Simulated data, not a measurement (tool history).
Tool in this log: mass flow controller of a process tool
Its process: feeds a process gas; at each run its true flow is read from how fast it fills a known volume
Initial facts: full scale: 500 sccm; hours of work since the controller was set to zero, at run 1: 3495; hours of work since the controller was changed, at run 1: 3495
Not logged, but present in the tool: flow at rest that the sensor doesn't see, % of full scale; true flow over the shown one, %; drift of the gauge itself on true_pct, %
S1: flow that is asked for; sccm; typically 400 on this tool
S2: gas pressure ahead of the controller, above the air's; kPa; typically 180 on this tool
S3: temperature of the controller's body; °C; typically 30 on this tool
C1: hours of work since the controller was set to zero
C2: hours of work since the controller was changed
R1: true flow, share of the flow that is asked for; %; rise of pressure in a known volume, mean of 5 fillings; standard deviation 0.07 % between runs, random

run	hour	S1	S2	S3	C1	C2	R1
1	0	400	180	30	3495	3495	97.1
2	179.1	68	180	30	3622	3622	91.18
3	403.1	400	180	26	3781	3781	97.26
4	574.1	400	180	26	3902	3902	97.09
5	708	400	180	30	3997	3997	96.46
6	897.3	400	180	30	4131	4131	96.71
7	1018	400	180	30	4217	4217	96.48
8	1250.4	183	180	30	4381	4381	94.21
9	1421.3	328	180	30	4503	4503	95.67
10	1627.6	400	180	30	4649	4649	96.25
11	1765.3	400	180	30	4746	4746	96.17
12	1894.7	400	165	28	4838	4838	96.3
13	2033.7	195	253	37	4937	4937	93.16
14	2195.8	56	209	20	5051	5051	87.44
# hour 2212.9: controller's zero set anew
15	2356.2	320	180	24	102	5165	95.44
16	2485.6	399	216	34	193	5257	95.07
17	2636.7	116	211	22	300	5364	90.85
18	2870	116	275	30	466	5529	89.79
19	3045.3	67	194	34	590	5653	84.82
# hour 3114.1: controller's zero set anew, once more
20	3219.3	60	192	29	75	5776	95.53
21	3390.7	439	192	27	196	5898	97.22
22	3528.1	439	143	23	293	5995	97.64

Predict each of these 3 candidate next runs independently; none follows another, all start after run 22:
A	3651.6	452	260	22	381	6083	?
B	3651.6	63	147	40	381	6083	?
C	3651.6	439	143	23	381	6083	?

run	R1
A	97.47
B	94.02
C	97.49
With no hidden state in the tool, these same runs would have given:
run	R1
A	99.93
B	97
C	99.95
